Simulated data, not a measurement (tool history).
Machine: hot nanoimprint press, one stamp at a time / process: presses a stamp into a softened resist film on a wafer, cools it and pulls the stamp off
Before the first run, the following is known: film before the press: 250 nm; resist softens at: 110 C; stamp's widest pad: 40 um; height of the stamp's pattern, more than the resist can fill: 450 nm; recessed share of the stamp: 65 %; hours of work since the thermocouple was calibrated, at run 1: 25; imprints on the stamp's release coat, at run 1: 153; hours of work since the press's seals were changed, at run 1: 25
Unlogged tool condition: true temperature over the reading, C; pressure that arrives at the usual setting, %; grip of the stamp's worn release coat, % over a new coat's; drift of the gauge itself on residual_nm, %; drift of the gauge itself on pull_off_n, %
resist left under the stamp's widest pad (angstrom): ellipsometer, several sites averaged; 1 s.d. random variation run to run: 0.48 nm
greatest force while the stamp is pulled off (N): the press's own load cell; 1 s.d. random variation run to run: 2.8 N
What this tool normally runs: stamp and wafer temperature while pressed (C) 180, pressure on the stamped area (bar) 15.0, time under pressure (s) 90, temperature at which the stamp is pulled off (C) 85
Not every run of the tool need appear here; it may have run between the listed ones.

run   hour  stamp and wafer temperature while pressed (C)  pressure on the stamped area (bar)  time under pressure (s)  temperature at which the stamp is pulled off (C)  hours of work since the thermocouple was calibrated  imprints on the stamp's release coat  hours of work since the press's seals were changed  resist left under the stamp's widest pad (angstrom)  greatest force while the stamp is pulled off (N)
  1    0.0                                            180                                15.0                       90                                                85                                                   25                                   153                                                  25                                                 1176                                               123
  2   31.2                                            180                                15.0                       90                                                85                                                   49                                   299                                                  49                                                 1186                                               132
  3   55.9                                            180                                15.0                       90                                                85                                                   67                                   415                                                  67                                                 1187                                               127
  4   84.9                                            180                                15.0                       90                                                85                                                   89                                   550                                                  89                                                 1180                                               132
  5  118.4                                            180                                15.0                       90                                                85                                                  115                                   707                                                 115                                                 1182                                               129
  6  146.3                                            180                                15.0                       90                                                85                                                  136                                   838                                                 136                                                 1190                                               122
  7  170.7                                            180                                15.0                       90                                                85                                                  155                                   952                                                 155                                                 1184                                               125
  8  192.1                                            180                                15.0                       90                                                73                                                  171                                  1052                                                 171                                                 1190                                               143
  9  226.8                                            180                                15.0                       90                                                73                                                  198                                  1215                                                 198                                                 1185                                               146
 10  259.9                                            180                                15.0                       90                                                73                                                  223                                  1370                                                 223                                                 1184                                               144
 11  289.4                                            180                                15.0                       90                                                73                                                  245                                  1508                                                 245                                                 1194                                               150
 12  307.8                                            177                                15.0                       90                                                85                                                  259                                  1594                                                 259                                                 1325                                               129
     317.3  -- plate thermocouple calibrated
 13  337.7                                            177                                15.0                       90                                                85                                                   16                                  1720                                                 280                                                 1326                                               131
 14  361.7                                            177                                15.0                       90                                                85                                                   34                                  1832                                                 298                                                 1308                                               132
 15  402.5                                            180                                15.0                       90                                                86                                                   65                                  2023                                                 329                                                 1195                                               132
 16  423.2                                            180                                12.4                      126                                                86                                                   81                                  2120                                                 345                                                 1180                                               125
 17  443.8                                            180                                12.4                      126                                                86                                                   96                                  2217                                                 360                                                 1186                                               134
     480.2  -- stamp cleaned and given a new release coat
 18  480.4                                            180                                12.4                      126                                                86                                                  120                                     1                                                 384                                                 1191                                               125
 19  513.2                                            180                                12.4                      126                                                86                                                  145                                   154                                                 409                                                 1184                                               131
 20  550.1                                            180                                12.4                      126                                                77                                                  173                                   327                                                 437                                                 1190                                               139
 21  580.5                                            190                                 9.7                       54                                                84                                                  196                                   470                                                 460                                                 1302                                               129
 22  598.0                                            190                                15.0                       87                                                85                                                  209                                   551                                                 473                                                  862                                               130
 23  635.9                                            180                                15.0                       90                                                90                                                  238                                   729                                                 502                                                 1204                                               118
 24  663.0                                            180                                15.0                       90                                                90                                                  259                                   856                                                 523                                                 1198                                               129
     673.8  -- plate thermocouple calibrated
 25  691.7                                            175                                15.0                       90                                                85                                                   14                                   976                                                 542                                                 1426                                               130
 26  715.4                                            173                                15.0                      175                                                86                                                   32                                  1087                                                 560                                                 1241                                               122
 27  752.7                                            185                                12.7                       90                                                81                                                   60                                  1262                                                 589                                                 1116                                               136
 28  788.8                                            185                                12.7                       90                                                81                                                   88                                  1431                                                 616                                                 1119                                               135
 29  823.8                                            180                                 9.5                       52                                                85                                                  114                                  1595                                                 643                                                 1765                                               127
 30  853.5                                            180                                 9.5                       52                                                85                                                  137                                  1734                                                 665                                                 1750                                               132

Some steps in resist left under the stamp's widest pad (angstrom), run to run, broken into two amounts with sign: the step expected even without the hidden condition (settings, incoming material, random variation), and the rest, left for the hidden condition together with whatever gauge scatter is not in both the measured and the hidden-condition-free result:
Run 21 -> 22: pressure on the stamped area (bar) 9.7 -> 15.0, time under pressure (s) 54 -> 87, temperature at which the stamp is pulled off (C) 84 -> 85. resist left under the stamp's widest pad (angstrom) -440: hidden state -6, all else -434.
Run 22 -> 23: stamp and wafer temperature while pressed (C) 190 -> 180, time under pressure (s) 87 -> 90, temperature at which the stamp is pulled off (C) 85 -> 90. resist left under the stamp's widest pad (angstrom) +342: hidden state +6, all else +336.
Run 28 -> 29: stamp and wafer temperature while pressed (C) 185 -> 180, pressure on the stamped area (bar) 12.7 -> 9.5, time under pressure (s) 90 -> 52, temperature at which the stamp is pulled off (C) 81 -> 85. resist left under the stamp's widest pad (angstrom) +646: hidden state +15, all else +631.
